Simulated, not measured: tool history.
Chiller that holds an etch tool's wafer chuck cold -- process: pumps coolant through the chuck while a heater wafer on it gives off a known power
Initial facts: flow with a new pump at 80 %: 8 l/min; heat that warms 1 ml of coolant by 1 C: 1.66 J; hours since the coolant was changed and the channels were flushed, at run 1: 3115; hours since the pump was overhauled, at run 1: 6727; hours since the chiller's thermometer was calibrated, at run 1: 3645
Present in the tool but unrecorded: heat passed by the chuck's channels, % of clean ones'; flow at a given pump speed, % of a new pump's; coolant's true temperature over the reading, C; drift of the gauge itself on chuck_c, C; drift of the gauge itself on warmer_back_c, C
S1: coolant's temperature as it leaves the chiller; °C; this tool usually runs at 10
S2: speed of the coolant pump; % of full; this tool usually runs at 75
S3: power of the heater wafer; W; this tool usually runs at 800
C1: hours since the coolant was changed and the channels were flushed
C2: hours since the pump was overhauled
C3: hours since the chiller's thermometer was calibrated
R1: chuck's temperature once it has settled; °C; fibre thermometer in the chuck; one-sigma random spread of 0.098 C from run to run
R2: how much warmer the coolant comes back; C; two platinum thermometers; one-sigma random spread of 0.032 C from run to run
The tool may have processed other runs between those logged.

run 1 hour=0 | S1=10 S2=75 S3=800 | C1=3115 C2=6727 C3=3645 | R1=16.51 R2=3.88
-- hour=30.7 chiller's thermometer calibrated
run 2 hour=159.8 | S1=10 S2=98 S3=800 | C1=3273 C2=6885 C3=129 | R1=15.35 R2=2.96
run 3 hour=313.6 | S1=12 S2=98 S3=800 | C1=3427 C2=7039 C3=283 | R1=17.49 R2=2.98
run 4 hour=470.7 | S1=12 S2=98 S3=800 | C1=3584 C2=7196 C3=440 | R1=17.52 R2=2.95
run 5 hour=583.9 | S1=12 S2=98 S3=915 | C1=3698 C2=7310 C3=553 | R1=18.22 R2=3.34
run 6 hour=693.6 | S1=10 S2=75 S3=800 | C1=3807 C2=7419 C3=663 | R1=16.63 R2=3.8
run 7 hour=807.5 | S1=10 S2=75 S3=800 | C1=3921 C2=7533 C3=777 | R1=16.46 R2=3.88
run 8 hour=881.7 | S1=10 S2=75 S3=800 | C1=3995 C2=7607 C3=851 | R1=16.35 R2=3.91
run 9 hour=1048 | S1=10 S2=75 S3=800 | C1=4162 C2=7774 C3=1017 | R1=16.6 R2=3.84
run 10 hour=1202.4 | S1=10 S2=69 S3=800 | C1=4316 C2=7928 C3=1172 | R1=17.07 R2=4.18
run 11 hour=1313.9 | S1=10 S2=75 S3=800 | C1=4428 C2=8040 C3=1283 | R1=16.41 R2=3.88
run 12 hour=1384.8 | S1=10 S2=75 S3=800 | C1=4498 C2=8110 C3=1354 | R1=16.51 R2=3.85
run 13 hour=1537 | S1=10 S2=75 S3=800 | C1=4651 C2=8263 C3=1506 | R1=16.58 R2=3.8
run 14 hour=1620.4 | S1=10 S2=75 S3=800 | C1=4734 C2=8346 C3=1590 | R1=16.67 R2=3.8
run 15 hour=1696.3 | S1=10 S2=75 S3=800 | C1=4810 C2=8422 C3=1666 | R1=16.7 R2=3.84
run 16 hour=1840.9 | S1=10 S2=75 S3=800 | C1=4954 C2=8566 C3=1810 | R1=16.58 R2=3.86
run 17 hour=2005.4 | S1=18 S2=73 S3=563 | C1=5119 C2=8731 C3=1975 | R1=22.53 R2=2.79
run 18 hour=2119.7 | S1=7 S2=84 S3=590 | C1=5233 C2=8845 C3=2089 | R1=11.32 R2=2.54
run 19 hour=2279.2 | S1=7 S2=73 S3=590 | C1=5393 C2=9005 C3=2248 | R1=11.91 R2=2.99
run 20 hour=2352.1 | S1=3 S2=75 S3=540 | C1=5466 C2=9078 C3=2321 | R1=7.46 R2=2.56
run 21 hour=2434.8 | S1=19 S2=75 S3=579 | C1=5548 C2=9160 C3=2404 | R1=23.63 R2=2.81
run 22 hour=2510.3 | S1=19 S2=75 S3=579 | C1=5624 C2=9236 C3=2480 | R1=23.72 R2=2.81
run 23 hour=2615.3 | S1=19 S2=75 S3=579 | C1=5729 C2=9341 C3=2585 | R1=23.88 R2=2.79
run 24 hour=2747.8 | S1=19 S2=75 S3=703 | C1=5861 C2=9473 C3=2717 | R1=24.83 R2=3.41
run 25 hour=2877.4 | S1=19 S2=75 S3=703 | C1=5991 C2=9603 C3=2847 | R1=24.79 R2=3.43
run 26 hour=2973.6 | S1=19 S2=75 S3=703 | C1=6087 C2=9699 C3=2943 | R1=24.72 R2=3.45
run 27 hour=3078.8 | S1=19 S2=89 S3=844 | C1=6192 C2=9804 C3=3048 | R1=24.97 R2=3.39
run 28 hour=3226.3 | S1=19 S2=89 S3=844 | C1=6340 C2=9952 C3=3196 | R1=25.04 R2=3.49
run 29 hour=3371.7 | S1=19 S2=89 S3=844 | C1=6485 C2=10097 C3=3341 | R1=25.15 R2=3.47
run 30 hour=3465 | S1=19 S2=89 S3=844 | C1=6579 C2=10191 C3=3434 | R1=25.02 R2=3.51
run 31 hour=3538.8 | S1=19 S2=89 S3=844 | C1=6652 C2=10264 C3=3508 | R1=24.94 R2=3.47

Forecast each of these 5 alternatives for the next run:
run A hour=3660.8 | S1=10 S2=75 S3=418 | C1=6774 C2=10386 C3=3630 | R1=? R2=?
run B hour=3660.8 | S1=4 S2=89 S3=844 | C1=6774 C2=10386 C3=3630 | R1=? R2=?
run C hour=3660.8 | S1=10 S2=76 S3=800 | C1=6774 C2=10386 C3=3630 | R1=? R2=?
run D hour=3660.8 | S1=10 S2=66 S3=800 | C1=6774 C2=10386 C3=3630 | R1=? R2=?
run E hour=3660.8 | S1=6 S2=66 S3=445 | C1=6774 C2=10386 C3=3630 | R1=? R2=?

run=A R1=13.31 R2=1.98
run=B R1=10.27 R2=3.45
run=C R1=16.61 R2=3.76
run=D R1=17.09 R2=4.39
run=E R1=9.92 R2=2.39
With the hidden condition removed and each run's random variation left untouched, the same runs would have given:
run=A R1=13.3 R2=1.98
run=B R1=10.26 R2=3.45
run=C R1=16.6 R2=3.76
run=D R1=17.07 R2=4.39
run=E R1=9.91 R2=2.39
